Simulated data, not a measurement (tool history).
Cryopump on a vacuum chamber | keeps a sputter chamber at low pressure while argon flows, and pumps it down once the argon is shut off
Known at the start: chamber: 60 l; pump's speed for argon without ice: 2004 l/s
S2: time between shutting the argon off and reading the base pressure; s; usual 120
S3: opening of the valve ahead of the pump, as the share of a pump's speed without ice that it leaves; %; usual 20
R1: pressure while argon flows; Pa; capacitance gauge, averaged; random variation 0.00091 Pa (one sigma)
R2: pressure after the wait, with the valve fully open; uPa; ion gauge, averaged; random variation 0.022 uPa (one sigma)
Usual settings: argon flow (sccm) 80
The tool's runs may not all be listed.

run 1 hour=0.0 | argon_flow_(sccm)=80 S2=120 S3=20 | R1=0.3429 R2=2.02
run 2 hour=63.7 | argon_flow_(sccm)=80 S2=120 S3=20 | R1=0.3426 R2=2.03
run 3 hour=129.0 | argon_flow_(sccm)=80 S2=120 S3=20 | R1=0.3438 R2=2.12
run 4 hour=182.6 | argon_flow_(sccm)=80 S2=120 S3=20 | R1=0.3469 R2=2.14
run 5 hour=253.4 | argon_flow_(sccm)=80 S2=120 S3=20 | R1=0.3456 R2=2.19
run 6 hour=296.8 | argon_flow_(sccm)=80 S2=120 S3=20 | R1=0.3481 R2=2.23
run 7 hour=363.7 | argon_flow_(sccm)=80 S2=38 S3=20 | R1=0.3478 R2=3.02
run 8 hour=403.7 | argon_flow_(sccm)=80 S2=120 S3=20 | R1=0.3481 R2=2.32
run 9 hour=471.4 | argon_flow_(sccm)=80 S2=120 S3=20 | R1=0.3475 R2=2.35
-- hour=502.2 leaking fittings of the chamber tightened, without venting
run 10 hour=534.2 | argon_flow_(sccm)=80 S2=120 S3=20 | R1=0.3505 R2=0.58
run 11 hour=609.1 | argon_flow_(sccm)=80 S2=39 S3=28 | R1=0.2537 R2=1.40
-- hour=626.5 pump warmed up, emptied and cooled again
run 12 hour=702.7 | argon_flow_(sccm)=46 S2=110 S3=20 | R1=0.1957 R2=0.64
run 13 hour=755.4 | argon_flow_(sccm)=46 S2=110 S3=20 | R1=0.1953 R2=0.67
run 14 hour=791.3 | argon_flow_(sccm)=46 S2=110 S3=20 | R1=0.1951 R2=0.69
run 15 hour=869.5 | argon_flow_(sccm)=150 S2=120 S3=40 | R1=0.3233 R2=0.64
run 16 hour=932.7 | argon_flow_(sccm)=56 S2=65 S3=20 | R1=0.2392 R2=1.01
run 17 hour=981.2 | argon_flow_(sccm)=56 S2=22 S3=20 | R1=0.2383 R2=2.44
run 18 hour=1037.2 | argon_flow_(sccm)=56 S2=22 S3=20 | R1=0.2389 R2=2.45
run 19 hour=1078.5 | argon_flow_(sccm)=74 S2=120 S3=22 | R1=0.2894 R2=0.72

Measured less the same run without the tool's hidden state. The same run-to-run variation is in both; the gauge's scatter may not be:
The hidden state here: pump's speed, % of a pump's without ice; cold plate's temperature, K; leak into the chamber, uPa l/s; drift of the gauge itself on working_pa, %; drift of the gauge itself on base_upa, %.
run=1 R1=+0.0055 R2=+1.49
run=2 R1=+0.0062 R2=+1.49
run=3 R1=+0.0070 R2=+1.59
run=4 R1=+0.0077 R2=+1.61
run=5 R1=+0.0086 R2=+1.66
run=6 R1=+0.0091 R2=+1.68
run=7 R1=+0.0099 R2=+1.71
run=8 R1=+0.0105 R2=+1.76
run=9 R1=+0.0113 R2=+1.80
run=10 R1=+0.0122 R2=+0.05
run=11 R1=+0.0132 R2=+0.08
run=12 R1=+0.0012 R2=+0.08
run=13 R1=+0.0015 R2=+0.10
run=14 R1=+0.0018 R2=+0.12
run=15 R1=+0.0072 R2=+0.14
run=16 R1=+0.0031 R2=+0.17
run=17 R1=+0.0035 R2=+0.18
run=18 R1=+0.0040 R2=+0.20
run=19 R1=+0.0058 R2=+0.23

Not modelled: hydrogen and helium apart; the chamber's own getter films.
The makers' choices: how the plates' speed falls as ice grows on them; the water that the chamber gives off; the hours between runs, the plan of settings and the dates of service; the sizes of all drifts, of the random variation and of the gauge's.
